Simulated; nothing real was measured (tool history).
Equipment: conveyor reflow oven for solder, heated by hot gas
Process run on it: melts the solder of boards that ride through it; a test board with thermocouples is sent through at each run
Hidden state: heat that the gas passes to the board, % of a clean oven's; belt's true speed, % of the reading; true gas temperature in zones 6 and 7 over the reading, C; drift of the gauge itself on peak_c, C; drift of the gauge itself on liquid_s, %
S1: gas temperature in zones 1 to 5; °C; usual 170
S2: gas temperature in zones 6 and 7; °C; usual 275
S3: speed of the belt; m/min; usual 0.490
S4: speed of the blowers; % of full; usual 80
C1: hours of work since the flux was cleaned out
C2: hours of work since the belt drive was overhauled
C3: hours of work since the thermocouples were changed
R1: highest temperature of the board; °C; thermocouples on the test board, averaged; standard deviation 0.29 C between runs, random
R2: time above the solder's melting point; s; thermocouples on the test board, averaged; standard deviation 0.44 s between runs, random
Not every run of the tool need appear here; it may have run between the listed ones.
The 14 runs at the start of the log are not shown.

Run 15, day 18.508: usual settings; C1 51; C2 349; C3 242. Result: R1 266.9 °C, R2 85.1 s.
Run 16, day 19.767: usual settings; C1 65; C2 363; C3 256. Result: R1 266.6 °C, R2 85.1 s.
At day 21.267: flux residue cleaned out of gas plates and filters, once more.
Run 17, day 21.592: usual settings; C1 4; C2 380; C3 274. Result: R1 268.3 °C, R2 86.5 s.
Run 18, day 23.212: usual settings but S2 284 °C; C1 21; C2 398; C3 292. Result: R1 277.5 °C, R2 90.3 s.
Run 19, day 24.733: usual settings but S1 160 °C, S2 270 °C; C1 38; C2 415; C3 308. Result: R1 263.0 °C, R2 81.1 s.
Run 20, day 25.958: usual settings but S1 160 °C, S2 270 °C; C1 51; C2 428; C3 322. Result: R1 263.2 °C, R2 80.2 s.
Run 21, day 27.329: usual settings but S1 162 °C, S4 89 % of full; C1 66; C2 443; C3 337. Result: R1 268.7 °C, R2 84.2 s.
Run 22, day 29.033: usual settings but S2 264 °C; C1 85; C2 462; C3 355. Result: R1 257.9 °C, R2 80.5 s.
Run 23, day 30.567: usual settings but S2 265 °C, S4 59 % of full; C1 102; C2 479; C3 372. Result: R1 256.0 °C, R2 77.8 s.
Run 24, day 31.450: usual settings but S1 169 °C, S2 276 °C, S3 0.482 m/min, S4 59 % of full; C1 112; C2 488; C3 382. Result: R1 266.8 °C, R2 86.2 s.
Run 25, day 32.250: usual settings but S1 155 °C, S4 54 % of full; C1 120; C2 497; C3 391. Result: R1 262.5 °C, R2 76.8 s.
Run 26, day 33.225: usual settings but S1 155 °C, S3 0.493 m/min, S4 67 % of full; C1 131; C2 508; C3 401. Result: R1 265.4 °C, R2 78.4 s.
Run 27, day 34.404: usual settings but S1 160 °C, S3 0.576 m/min; C1 144; C2 521; C3 414. Result: R1 264.2 °C, R2 67.2 s.
Run 28, day 35.425: usual settings but S3 0.390 m/min; C1 155; C2 532; C3 425. Result: R1 272.3 °C, R2 112.4 s.
Run 29, day 36.567: usual settings but S1 160 °C; C1 168; C2 544; C3 438. Result: R1 268.0 °C, R2 82.0 s.
Run 30, day 38.154: usual settings but S1 172 °C, S2 267 °C, S3 0.392 m/min, S4 53 % of full; C1 185; C2 562; C3 455. Result: R1 261.9 °C, R2 105.3 s.
Run 31, day 39.450: usual settings but S1 164 °C, S2 264 °C, S3 0.392 m/min, S4 76 % of full; C1 199; C2 576; C3 470. Result: R1 260.5 °C, R2 103.7 s.

Alternative continuations, all from the tool just after run 31; predict every row:
Run A, day 40.575: usual settings but S1 180 °C, S4 87 % of full; C1 212; C2 588; C3 482. Result: R1 ?, R2 ?.
Run B, day 40.575: usual settings but S3 0.566 m/min; C1 212; C2 588; C3 482. Result: R1 ?, R2 ?.
Run C, day 40.575: usual settings but S1 159 °C, S2 280 °C; C1 212; C2 588; C3 482. Result: R1 ?, R2 ?.

run     R1    R2
  A  270.2  91.3
  B  265.2  73.3
  C  273.3  85.4
What these runs would have given with no unlogged condition in the tool:
run     R1    R2
  A  269.1  90.1
  B  264.3  72.3
  C  272.3  84.3
